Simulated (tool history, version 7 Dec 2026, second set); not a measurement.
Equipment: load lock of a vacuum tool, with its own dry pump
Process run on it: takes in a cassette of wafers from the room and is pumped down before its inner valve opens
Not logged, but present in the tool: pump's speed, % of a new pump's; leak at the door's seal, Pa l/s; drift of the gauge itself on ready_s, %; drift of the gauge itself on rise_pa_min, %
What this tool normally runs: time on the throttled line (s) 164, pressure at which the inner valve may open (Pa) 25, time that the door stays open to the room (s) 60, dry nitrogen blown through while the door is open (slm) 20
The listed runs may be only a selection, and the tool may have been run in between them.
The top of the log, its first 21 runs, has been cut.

run,hour,time on the throttled line (s),pressure at which the inner valve may open (Pa),time that the door stays open to the room (s),dry nitrogen blown through while the door is open (slm),hours that the pump has run since its overhaul,times that the door has closed on its seal,"incoming humidity of the room's air, %",time from the closed door until the inner valve may open (s),rise of the pressure with all valves shut (Pa/min)
22,4488.4,164,25,60,11,6919,10348,43.5,282.4,0.079
23,4682.3,164,25,60,11,7113,10555,45.2,284.8,0.078
24,4890.8,175,29,62,13,7322,10778,43.5,289.2,0.074
25,5028,189,38,39,26,7459,10925,43.4,296.3,0.056
26,5329.7,168,39,60,20,7761,11248,45.3,280.7,0.068
27,5492.3,168,39,60,20,7923,11422,46.2,278.7,0.071
28,5746.1,126,25,113,20,8177,11694,45.1,257.3,0.09
29,5982.9,126,25,113,20,8414,11947,42,259.8,0.086
30,6213,126,25,113,20,8644,12193,45,259.5,0.092
31,6418.4,164,25,60,18,8849,12413,43.7,285.6,0.071
32,6651.7,164,25,60,18,9083,12663,44.9,286.8,0.074
33,6821,277,25,60,11,9252,12844,44,366.9,0.086
34,7125,277,24,60,11,9556,13169,45.2,370.5,0.09
35,7393,164,25,25,20,9824,13456,45.6,291.3,0.063
36,7598.2,164,25,25,20,10029,13676,46,290.6,0.067

Expected results for the next run?
37,7873.1,164,24,27,20,10304,13970,43.6,?,?

Run 37 came out at time from the closed door until the inner valve may open (s) 293.2, rise of the pressure with all valves shut (Pa/min) 0.066.
Take away the tool's hidden state, keep the run-to-run variation as it was, and the same run would have given time from the closed door until the inner valve may open (s) 270.9, rise of the pressure with all valves shut (Pa/min) 0.019.
